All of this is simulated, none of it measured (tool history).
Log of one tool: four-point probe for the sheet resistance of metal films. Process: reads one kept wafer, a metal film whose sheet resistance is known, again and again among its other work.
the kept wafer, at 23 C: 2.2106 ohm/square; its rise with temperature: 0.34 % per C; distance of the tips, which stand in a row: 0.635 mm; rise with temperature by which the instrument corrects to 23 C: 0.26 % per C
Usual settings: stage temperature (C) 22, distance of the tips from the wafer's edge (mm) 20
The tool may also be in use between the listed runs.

| run | day | stage temperature (C) | distance of the tips from the wafer's edge (mm) | sheet resistance as the instrument gives it (ohm/square) |
|---|---|---|---|---|
| 1 | 0 | 22 | 20 | 2.209533 |
| 2 | 3.258 | 22 | 20 | 2.209292 |
| 3 | 5.483 | 22 | 20 | 2.209623 |
| 4 | 8.812 | 22 | 20 | 2.209805 |
| 5 | 11.462 | 22 | 20 | 2.209722 |
| 6 | 13.892 | 22 | 20 | 2.209248 |
| 7 | 16.6 | 22 | 20 | 2.209842 |
| 8 | 18.346 | 22 | 20 | 2.209343 |
| 9 | 20.683 | 22 | 20 | 2.210229 |
| 10 | 23.504 | 22 | 20 | 2.209503 |
| 11 | 25.629 | 22 | 20 | 2.209846 |
| 12 | 27.112 | 22 | 20 | 2.210005 |
| 13 | 29.067 | 22 | 20 | 2.21064 |
| 14 | 31.779 | 22 | 20 | 2.209492 |
| 15 | 33.838 | 22 | 20 | 2.209786 |
| 16 | 36.354 | 22 | 30 | 2.209106 |
| 17 | 38.562 | 22 | 30 | 2.209737 |
| 18 | 41.483 | 22 | 20 | 2.209729 |
| 19 | 43.688 | 22 | 14 | 2.211621 |
| 20 | 46.888 | 22 | 14 | 2.210952 |
| 21 | 48.433 | 22 | 20 | 2.209404 |
| 22 | 49.954 | 22 | 20 | 2.210384 |
| 23 | 52.012 | 22 | 20 | 2.210413 |
| 24 | 55.229 | 22 | 20 | 2.210585 |
| 25 | 57.821 | 22 | 20 | 2.209762 |
| 26 | 61.262 | 21 | 11 | 2.21132 |
| 27 | 64.371 | 21 | 11 | 2.210304 |
| 28 | 67.683 | 22 | 18 | 2.210224 |
| 29 | 69.921 | 22 | 18 | 2.210415 |
|  | 72.054 | new probe head fitted |
| 30 | 72.588 | 21 | 4 | 2.235652 |
| 31 | 74.033 | 21 | 4 | 2.23551 |
| 32 | 75.617 | 23 | 7 | 2.220728 |
| 33 | 77.971 | 20 | 4 | 2.234981 |
| 34 | 80.583 | 20 | 4 | 2.234768 |
| 35 | 83.104 | 26 | 20 | 2.217964 |
| 36 | 85.621 | 22 | 4 | 2.239116 |
|  | 88.221 | stage's thermometer calibrated |
| 37 | 89.088 | 21 | 20 | 2.20799 |
| 38 | 90.862 | 21 | 53 | 2.206455 |
| 39 | 93.142 | 25 | 8 | 2.221938 |
| 40 | 95.938 | 25 | 8 | 2.22236 |
| 41 | 98.233 | 27 | 49 | 2.218647 |
| 42 | 100.638 | 18 | 32 | 2.201636 |
| 43 | 102.842 | 28 | 32 | 2.220411 |

5 ways to go on from here, each from the tool as it stands after run 43. What would each give?
| A | 104.383 | 21 | 4 | ? |
| B | 104.383 | 28 | 9 | ? |
| C | 104.383 | 26 | 59 | ? |
| D | 104.383 | 28 | 51 | ? |
| E | 104.383 | 19 | 14 | ? |

| run | sheet resistance as the instrument gives it (ohm/square) |
|---|---|
| A | 2.236317 |
| B | 2.225417 |
| C | 2.216614 |
| D | 2.220702 |
| E | 2.204631 |
Without the tool's hidden state the same runs would have given:
| run | sheet resistance as the instrument gives it (ohm/square) |
|---|---|
| A | 2.236308 |
| B | 2.225408 |
| C | 2.216605 |
| D | 2.220693 |
| E | 2.204622 |

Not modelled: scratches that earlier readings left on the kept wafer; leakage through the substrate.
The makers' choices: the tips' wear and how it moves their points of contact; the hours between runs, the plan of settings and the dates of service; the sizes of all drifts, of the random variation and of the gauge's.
